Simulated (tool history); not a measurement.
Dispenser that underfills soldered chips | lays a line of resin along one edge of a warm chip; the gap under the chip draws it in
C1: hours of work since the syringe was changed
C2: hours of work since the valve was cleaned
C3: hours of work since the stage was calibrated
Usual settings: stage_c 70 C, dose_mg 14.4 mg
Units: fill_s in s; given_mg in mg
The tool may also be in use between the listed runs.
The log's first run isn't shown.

Run 2, hour 4.5: usual settings but stage_c 77 C; C1 5; C2 86; C3 53. Result: fill_s 178.6 s, given_mg 13.22 mg.
At hour 5.3: new syringe of resin.
Run 3, hour 8.4: usual settings but stage_c 77 C; C1 2; C2 89; C3 56. Result: fill_s 153.2 s, given_mg 12.95 mg.
At hour 14.1: new syringe of resin.
Run 4, hour 16.1: usual settings but dose_mg 15.2 mg; C1 1; C2 94; C3 61. Result: fill_s 184.2 s, given_mg 13.71 mg.
Run 5, hour 22.0: usual settings but dose_mg 15.2 mg; C1 5; C2 98; C3 65. Result: fill_s 225.3 s, given_mg 13.84 mg.
At hour 22.9: new syringe of resin.
Run 6, hour 27.6: usual settings but dose_mg 15.2 mg; C1 3; C2 102; C3 69. Result: fill_s 206.3 s, given_mg 13.58 mg.
At hour 31.7: new syringe of resin.
Run 7, hour 35.7: usual settings; C1 3; C2 107; C3 74. Result: fill_s 200.3 s, given_mg 12.77 mg.
At hour 40.1: new syringe of resin.
Run 8, hour 41.2: usual settings but stage_c 79 C; C1 1; C2 111; C3 78. Result: fill_s 135.0 s, given_mg 12.80 mg.
Run 9, hour 46.5: usual settings but dose_mg 15.7 mg; C1 4; C2 114; C3 81. Result: fill_s 217.1 s, given_mg 13.82 mg.
At hour 48.7: new syringe of resin.
Run 10, hour 50.7: usual settings but dose_mg 12.3 mg; C1 1; C2 117; C3 84. Result: fill_s 198.2 s, given_mg 10.80 mg.
Run 11, hour 55.9: usual settings but dose_mg 12.3 mg; C1 5; C2 121; C3 88. Result: fill_s 236.5 s, given_mg 10.91 mg.
At hour 57.2: new syringe of resin.
Run 12, hour 59.3: usual settings but dose_mg 12.4 mg; C1 1; C2 123; C3 90. Result: fill_s 194.6 s, given_mg 10.80 mg.
Run 13, hour 65.0: usual settings but dose_mg 13.9 mg; C1 5; C2 127; C3 94. Result: fill_s 227.8 s, given_mg 12.10 mg.
At hour 66.0: new syringe of resin.
At hour 70.0: dispensing valve cleaned and set on the balance.
Run 14, hour 70.1: usual settings but dose_mg 13.9 mg; C1 2; C2 0; C3 96. Result: fill_s 188.8 s, given_mg 13.93 mg.
At hour 75.7: new syringe of resin.
Run 15, hour 78.0: usual settings but dose_mg 13.9 mg; C1 2; C2 5; C3 102. Result: fill_s 187.9 s, given_mg 13.96 mg.
Run 16, hour 82.1: usual settings but dose_mg 13.9 mg; C1 4; C2 8; C3 104. Result: fill_s 217.7 s, given_mg 13.79 mg.
At hour 84.4: new syringe of resin.
Run 17, hour 88.1: usual settings but dose_mg 13.9 mg; C1 3; C2 12; C3 108. Result: fill_s 195.8 s, given_mg 13.72 mg.
At hour 93.0: new syringe of resin.
Run 18, hour 95.6: usual settings but dose_mg 13.9 mg; C1 2; C2 17; C3 113. Result: fill_s 185.3 s, given_mg 13.50 mg.
Run 19, hour 100.7: usual settings but dose_mg 13.9 mg; C1 5; C2 21; C3 117. Result: fill_s 221.2 s, given_mg 13.47 mg.
At hour 102.0: new syringe of resin.
Run 20, hour 104.8: usual settings but stage_c 64 C, dose_mg 15.7 mg; C1 2; C2 23; C3 119. Result: fill_s 228.3 s, given_mg 15.42 mg.
At hour 110.6: new syringe of resin.
Run 21, hour 110.6: usual settings but stage_c 57 C, dose_mg 16.8 mg; C1 0; C2 27; C3 123. Result: fill_s 263.8 s, given_mg 16.25 mg.
Run 22, hour 116.3: usual settings but stage_c 57 C, dose_mg 12.6 mg; C1 4; C2 31; C3 127. Result: fill_s 332.9 s, given_mg 12.27 mg.

Forecast run 23:
At hour 119.6: new syringe of resin.
Run 23, hour 120.4: usual settings but stage_c 73 C, dose_mg 16.8 mg; C1 1; C2 34; C3 130. Result: fill_s ?, given_mg ?.

{"run 23": {"fill_s": 159.3, "given_mg": 16.33}}
Without the tool's hidden state the same run would have given fill_s 155.5 s, given_mg 16.89 mg.
